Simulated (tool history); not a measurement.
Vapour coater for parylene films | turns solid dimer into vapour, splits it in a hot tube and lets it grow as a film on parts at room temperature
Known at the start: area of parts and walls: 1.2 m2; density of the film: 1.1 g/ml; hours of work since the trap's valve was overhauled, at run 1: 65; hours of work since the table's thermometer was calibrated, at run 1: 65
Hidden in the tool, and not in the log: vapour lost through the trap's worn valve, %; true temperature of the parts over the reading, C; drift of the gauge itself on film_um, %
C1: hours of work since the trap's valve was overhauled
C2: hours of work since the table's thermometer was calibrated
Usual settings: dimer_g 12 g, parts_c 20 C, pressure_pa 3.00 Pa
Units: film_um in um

Run 1, hour 0.0: usual settings; C1 65; C2 65. Result: film_um 5.08 um.
Run 2, hour 49.4: usual settings; C1 85; C2 85. Result: film_um 5.00 um.
Run 3, hour 100.6: usual settings but pressure_pa 2.01 Pa; C1 106; C2 106. Result: film_um 5.45 um.
Run 4, hour 138.7: usual settings but parts_c 27 C; C1 121; C2 121. Result: film_um 4.23 um.
Run 5, hour 162.7: usual settings; C1 130; C2 130. Result: film_um 4.94 um.
Run 6, hour 204.0: usual settings but pressure_pa 8.17 Pa; C1 147; C2 147. Result: film_um 3.97 um.
Run 7, hour 241.5: usual settings but parts_c 14 C; C1 162; C2 162. Result: film_um 5.65 um.
Run 8, hour 281.8: usual settings but parts_c 14 C; C1 178; C2 178. Result: film_um 5.59 um.
Run 9, hour 331.6: usual settings but parts_c 13 C, pressure_pa 2.03 Pa; C1 198; C2 198. Result: film_um 6.07 um.
Run 10, hour 362.0: usual settings but dimer_g 9 g, parts_c 19 C, pressure_pa 3.48 Pa; C1 211; C2 211. Result: film_um 3.53 um.
Run 11, hour 407.3: usual settings but dimer_g 9 g, parts_c 19 C, pressure_pa 3.48 Pa; C1 229; C2 229. Result: film_um 3.49 um.
Run 12, hour 443.9: usual settings but parts_c 13 C, pressure_pa 6.11 Pa; C1 243; C2 243. Result: film_um 4.76 um.

Some steps in film_um between neighbouring runs. How much of each would the tool show without its hidden state too (settings, what came in, random variation), and how much is left for the hidden state, with any gauge scatter that isn't in both results?
Run 9 -> 10: dimer_g 12 -> 9, parts_c 13 -> 19, pressure_pa 2.03 -> 3.48. film_um -2.54 um: hidden state +0.21, all else -2.75.
